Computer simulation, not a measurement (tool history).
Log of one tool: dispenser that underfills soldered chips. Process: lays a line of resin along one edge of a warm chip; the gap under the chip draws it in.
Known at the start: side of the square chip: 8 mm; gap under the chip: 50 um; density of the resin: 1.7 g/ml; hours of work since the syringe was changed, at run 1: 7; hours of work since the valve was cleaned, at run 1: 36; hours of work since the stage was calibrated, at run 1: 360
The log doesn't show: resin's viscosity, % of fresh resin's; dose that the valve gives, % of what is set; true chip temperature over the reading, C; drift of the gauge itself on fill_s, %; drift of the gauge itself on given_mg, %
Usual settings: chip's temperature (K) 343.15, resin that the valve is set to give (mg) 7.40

run    day  chip's temperature (K)  resin that the valve is set to give (mg)  hours of work since the syringe was changed  hours of work since the valve was cleaned  hours of work since the stage was calibrated  time until the resin shows at the far edge (s)  resin that the valve gave (mg)
  1  0.000                  343.15                                      7.40                                            7                                         36                                           360                                            94.4                            7.19
     0.096  -- new syringe of resin
  2  0.371                  343.15                                      8.38                                            5                                         42                                           366                                            84.6                            8.17
     0.617  -- new syringe of resin
  3  0.796                  354.15                                      7.40                                            3                                         49                                           373                                            49.7                            7.15
     0.967  -- dispensing valve cleaned and set on the balance
     1.167  -- new syringe of resin
  4  1.171                  354.15                                      7.40                                            0                                          3                                           378                                            42.7                            7.50
  5  1.579                  354.15                                      7.40                                            7                                         10                                           385                                            56.6                            7.32
     1.692  -- new syringe of resin
  6  1.817                  343.15                                      7.40                                            2                                         14                                           389                                            78.0                            7.39
     2.192  -- new syringe of resin
  7  2.246                  343.15                                      7.68                                            1                                         21                                           396                                            74.6                            7.60
  8  2.596                  343.15                                      7.40                                            7                                         27                                           402                                            93.3                            7.32
     2.725  -- new syringe of resin
  9  2.896                  343.15                                      9.46                                            3                                         32                                           407                                            75.6                            9.18
 10  3.150                  343.15                                      7.40                                            7                                         36                                           411                                            90.4                            7.22
     3.233  -- new syringe of resin
 11  3.388                  343.15                                      7.40                                            3                                         40                                           415                                            76.5                            7.19
     3.738  -- new syringe of resin
 12  3.754                  343.15                                      7.40                                            0                                         46                                           421                                            71.8                            7.08
     4.133  -- dispensing valve cleaned and set on the balance
 13  4.200                  343.15                                      7.40                                            7                                          1                                           428                                            91.3                            7.41
     4.279  -- new syringe of resin
 14  4.729                  343.15                                      7.40                                            8                                         10                                           437                                            93.9                            7.25
     4.779  -- new syringe of resin
 15  5.033                  334.15                                      8.21                                            4                                         15                                           442                                           125.3                            8.13
 16  5.258                  343.15                                      7.19                                            8                                         19                                           446                                            95.8                            7.06
     5.300  -- new syringe of resin
 17  5.725                  343.15                                      8.69                                            7                                         26                                           453                                            86.0                            8.50
     5.812  -- new syringe of resin
 18  6.129                  344.15                                      7.62                                            5                                         33                                           460                                            81.2                            7.40
     6.312  -- new syringe of resin
 19  6.433                  333.15                                      6.41                                            2                                         38                                           465                                           134.2                            6.22
 20  6.792                  333.15                                      6.41                                            8                                         44                                           471                                           167.2                            6.23
     6.838  -- new syringe of resin
 21  7.042                  343.15                                      6.90                                            4                                         48                                           475                                            81.0                            6.63
     7.262  -- dispensing valve cleaned and set on the balance
     7.388  -- new syringe of resin
 22  7.500                  343.15                                      6.90                                            2                                          4                                           482                                            74.9                            6.91
 23  7.804                  345.15                                      7.79                                            7                                          9                                           487                                            80.5                            7.79
     7.883  -- new syringe of resin
 24  8.271                  331.15                                      7.52                                            7                                         17                                           495                                           160.5                            7.49
     8.392  -- new syringe of resin
 25  8.679                  342.15                                      8.58                                            5                                         23                                           502                                            86.4                            8.39
     8.900  -- stage's temperature calibrated
     8.938  -- new syringe of resin
 26  9.067                  342.15                                      8.58                                            2                                         29                                             3                                            88.8                            8.37
     9.442  -- new syringe of resin
 27  9.625                  343.15                                      9.13                                            3                                         38                                            12                                            87.9                            8.92
     9.958  -- new syringe of resin
 28  9.958                  339.15                                      6.47                                            0                                         44                                            17                                           104.3                            6.30

3 ways to go on from here, each from the tool as it stands after run 28. What would each give?
  A  10.329                  330.15                                      8.06                                            6                                         50                                            24                                               ?                               ?
  B  10.329                  328.15                                      9.38                                            6                                         50                                            24                                               ?                               ?
  C  10.329                  329.15                                      7.25                                            6                                         50                                            24                                               ?                               ?

run  time until the resin shows at the far edge (s)  resin that the valve gave (mg)
  A                                           194.7                            7.73
  B                                           206.8                            9.00
  C                                           210.7                            6.99
Without the tool's hidden state the same runs would have given:
run  time until the resin shows at the far edge (s)  resin that the valve gave (mg)
  A                                           152.1                            8.03
  B                                           162.2                            9.35
  C                                           163.8                            7.26

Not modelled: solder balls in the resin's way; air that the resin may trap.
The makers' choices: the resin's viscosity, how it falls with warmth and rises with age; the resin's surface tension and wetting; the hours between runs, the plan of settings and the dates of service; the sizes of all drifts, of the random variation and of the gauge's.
